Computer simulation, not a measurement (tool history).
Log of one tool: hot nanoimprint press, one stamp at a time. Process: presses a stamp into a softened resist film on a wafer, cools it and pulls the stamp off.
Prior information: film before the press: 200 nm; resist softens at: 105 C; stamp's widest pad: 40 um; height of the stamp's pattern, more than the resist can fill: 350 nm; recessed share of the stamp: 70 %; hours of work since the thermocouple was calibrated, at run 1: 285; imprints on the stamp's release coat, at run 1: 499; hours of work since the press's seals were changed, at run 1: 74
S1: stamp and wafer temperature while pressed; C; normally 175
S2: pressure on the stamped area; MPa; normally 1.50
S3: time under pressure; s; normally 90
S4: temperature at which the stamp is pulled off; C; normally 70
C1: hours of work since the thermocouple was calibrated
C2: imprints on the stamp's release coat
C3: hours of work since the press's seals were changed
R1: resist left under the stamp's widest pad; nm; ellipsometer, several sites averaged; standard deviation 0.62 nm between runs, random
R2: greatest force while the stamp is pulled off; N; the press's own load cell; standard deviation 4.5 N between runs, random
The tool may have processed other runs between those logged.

run,day,S1,S2,S3,S4,C1,C2,C3,R1,R2
1,0.000,175,1.50,90,70,285,499,74,100.1,253
2,0.250,175,1.50,90,70,290,524,79,100.0,258
3,0.479,175,1.50,90,70,294,548,83,101.6,243
4,0.738,175,1.50,90,70,298,574,87,100.9,248
5,1.133,175,1.50,90,70,305,614,94,101.2,251
6,1.562,175,1.50,90,70,313,658,102,103.0,249
7,1.821,175,1.50,90,70,317,685,106,102.6,253
8,2.167,175,1.50,117,70,323,720,112,91.3,256
9,2.642,175,1.44,90,70,331,769,120,104.5,252
10,3.083,175,1.44,90,70,339,814,128,103.4,262
11,3.412,175,1.44,90,70,345,848,134,104.2,267
12,3.617,175,1.44,90,70,348,869,137,104.0,259
13,3.917,175,1.44,90,70,354,899,143,102.9,262
14,4.312,175,1.44,90,70,360,940,149,104.5,266
15,4.550,175,1.44,90,70,365,964,154,103.9,266
16,5.033,173,1.50,136,70,373,1014,162,99.5,278
17,5.421,173,1.50,54,68,380,1053,169,134.1,277
18,5.746,176,1.50,71,58,385,1087,174,107.2,307
19,5.946,177,1.50,106,58,389,1107,178,87.5,305
20,6.296,164,1.86,106,60,395,1143,184,154.5,298
21,6.508,175,2.29,131,70,399,1165,188,75.9,283
22,6.971,174,1.20,90,70,407,1212,196,117.5,286
23,7.371,175,1.51,90,70,414,1253,203,104.2,289
24,7.638,175,1.51,91,72,418,1281,207,103.1,279
25,7.875,181,1.37,83,62,422,1305,211,80.7,297
26,8.325,178,1.37,83,62,430,1351,219,94.9,309
27,8.746,165,1.69,90,78,438,1394,227,158.4,277
28,9.204,165,1.69,75,66,446,1441,234,163.7,297
29,9.438,184,1.50,90,58,450,1465,239,62.9,332

What if the next run were any one of these 4? Each begins from the tool's condition after run 29:
A,9.700,184,1.41,90,78,454,1492,243,?,?
B,9.700,175,1.50,50,70,454,1492,243,?,?
C,9.700,168,1.50,167,58,454,1492,243,?,?
D,9.700,182,2.35,90,66,454,1492,243,?,?

run,R1,R2
A,64.2,281
B,127.5,290
C,121.6,330
D,59.1,302
Had the tool no hidden state, the same runs would have come out as:
run,R1,R2
A,57.2,208
B,116.4,215
C,109.3,245
D,52.2,224
